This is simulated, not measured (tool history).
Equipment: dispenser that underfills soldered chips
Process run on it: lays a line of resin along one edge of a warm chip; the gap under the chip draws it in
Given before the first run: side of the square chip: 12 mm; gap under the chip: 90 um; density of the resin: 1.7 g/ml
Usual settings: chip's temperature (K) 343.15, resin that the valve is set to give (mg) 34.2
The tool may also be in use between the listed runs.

| run | hour | chip's temperature (K) | resin that the valve is set to give (mg) | time until the resin shows at the far edge (s) | resin that the valve gave (mg) |
|---|---|---|---|---|---|
| 1 | 0 | 343.15 | 34.2 | 106.6 | 33.14 |
| 2 | 6.1 | 343.15 | 34.2 | 118 | 32.86 |
|  | 10.7 | new syringe of resin |
| 3 | 11.7 | 343.15 | 34.2 | 107.6 | 32.96 |
| 4 | 17.9 | 334.15 | 34.2 | 194.8 | 32.72 |
|  | 22.1 | new syringe of resin |
| 5 | 28.5 | 334.15 | 34.2 | 184.6 | 32.38 |
|  | 33.3 | new syringe of resin |
| 6 | 36.1 | 334.15 | 34.2 | 179.2 | 32.19 |
| 7 | 41.9 | 343.15 | 34.2 | 124.8 | 32.17 |
|  | 44.9 | new syringe of resin |
| 8 | 48.6 | 343.15 | 34.2 | 114 | 32.25 |
|  | 56.6 | new syringe of resin |
| 9 | 57.4 | 343.15 | 34.2 | 105.7 | 31.63 |
| 10 | 66.9 | 352.15 | 34.2 | 80.3 | 31.64 |
|  | 68 | new syringe of resin |
| 11 | 72.7 | 343.15 | 34.2 | 115.4 | 31.53 |
|  | 79.2 | new syringe of resin |
| 12 | 81 | 343.15 | 34.2 | 103.1 | 31.44 |
| 13 | 86.9 | 343.15 | 34.2 | 120.8 | 31.23 |
|  | 90.7 | new syringe of resin |
| 14 | 96.3 | 343.15 | 37.4 | 113.4 | 34.02 |
|  | 101.9 | new syringe of resin |
| 15 | 103.4 | 343.15 | 37.4 | 105.1 | 33.81 |
| 16 | 108.6 | 343.15 | 37.4 | 115 | 33.9 |
|  | 113.5 | new syringe of resin |
| 17 | 114.5 | 343.15 | 34.2 | 105.6 | 30.63 |
| 18 | 119.6 | 352.15 | 34.2 | 75.1 | 30.65 |
|  | 125.2 | new syringe of resin |
| 19 | 126.3 | 343.15 | 40.5 | 102.3 | 35.98 |
|  | 136.3 | new syringe of resin |
| 20 | 136.4 | 343.15 | 40.5 | 100.5 | 35.85 |
| 21 | 144.8 | 343.15 | 40.5 | 120.1 | 35.69 |
|  | 147.8 | new syringe of resin |
| 22 | 151.9 | 343.15 | 40.5 | 108 | 35.36 |
|  | 156.5 | dispensing valve cleaned and set on the balance |
|  | 160.6 | new syringe of resin |
| 23 | 161.7 | 343.15 | 40.5 | 101.3 | 40.29 |
| 24 | 167 | 358.15 | 40.6 | 54.4 | 40.32 |
|  | 172 | new syringe of resin |
| 25 | 174.1 | 337.15 | 37 | 137.4 | 36.68 |
| 26 | 180 | 337.15 | 31.6 | 161.3 | 31.37 |
|  | 183.4 | new syringe of resin |
| 27 | 190.2 | 337.15 | 31.6 | 159.6 | 30.94 |
|  | 194.8 | new syringe of resin |
| 28 | 200.1 | 347.15 | 35.5 | 88.6 | 34.63 |
|  | 206.7 | new syringe of resin |
| 29 | 207.5 | 347.15 | 35.5 | 80.8 | 34.39 |
| 30 | 217.3 | 339.15 | 43.9 | 148.6 | 42.36 |
|  | 218 | new syringe of resin |
| 31 | 227.8 | 354.15 | 35.1 | 70.5 | 33.54 |
|  | 229.7 | new syringe of resin |
| 32 | 235.6 | 357.15 | 35.3 | 56.3 | 33.66 |
|  | 241.2 | new syringe of resin |
| 33 | 245.6 | 339.15 | 37.3 | 125.6 | 35.4 |
|  | 253 | new syringe of resin |
| 34 | 254.4 | 328.15 | 40.7 | 219.5 | 38.35 |
|  | 264.3 | new syringe of resin |
| 35 | 265 | 335.15 | 29.7 | 159.6 | 27.71 |
| 36 | 271.4 | 335.15 | 29.7 | 181.7 | 27.86 |

Run by run, hidden condition taken away, random variation retained:
The hidden state here: resin's viscosity, % of fresh resin's; dose that the valve gives, % of what is set; true chip temperature over the reading, C; drift of the gauge itself on fill_s, %; drift of the gauge itself on given_mg, %.
| run | time until the resin shows at the far edge (s) | resin that the valve gave (mg) |
|---|---|---|
| 1 | 109.1 | 34.37 |
| 2 | 106.5 | 34.2 |
| 3 | 107.6 | 34.42 |
| 4 | 172 | 34.3 |
| 5 | 169.1 | 34.16 |
| 6 | 174.9 | 34.13 |
| 7 | 107.9 | 34.22 |
| 8 | 108 | 34.45 |
| 9 | 109.3 | 33.99 |
| 10 | 68 | 34.19 |
| 11 | 107.6 | 34.17 |
| 12 | 104.7 | 34.25 |
| 13 | 108.7 | 34.14 |
| 14 | 107.1 | 37.44 |
| 15 | 106.3 | 37.36 |
| 16 | 104.4 | 37.58 |
| 17 | 107.6 | 34.08 |
| 18 | 68.5 | 34.23 |
| 19 | 106.6 | 40.37 |
| 20 | 107.4 | 40.47 |
| 21 | 107.9 | 40.5 |
| 22 | 105.2 | 40.33 |
| 23 | 106.5 | 40.4 |
| 24 | 50.9 | 40.55 |
| 25 | 144 | 37.06 |
| 26 | 149.3 | 31.81 |
| 27 | 149.8 | 31.58 |
| 28 | 87.1 | 35.56 |
| 29 | 86.4 | 35.47 |
| 30 | 130.6 | 43.95 |
| 31 | 61.8 | 35.02 |
| 32 | 53 | 35.3 |
| 33 | 128.2 | 37.37 |
| 34 | 236.5 | 40.69 |
| 35 | 170.4 | 29.6 |
| 36 | 169.6 | 29.86 |
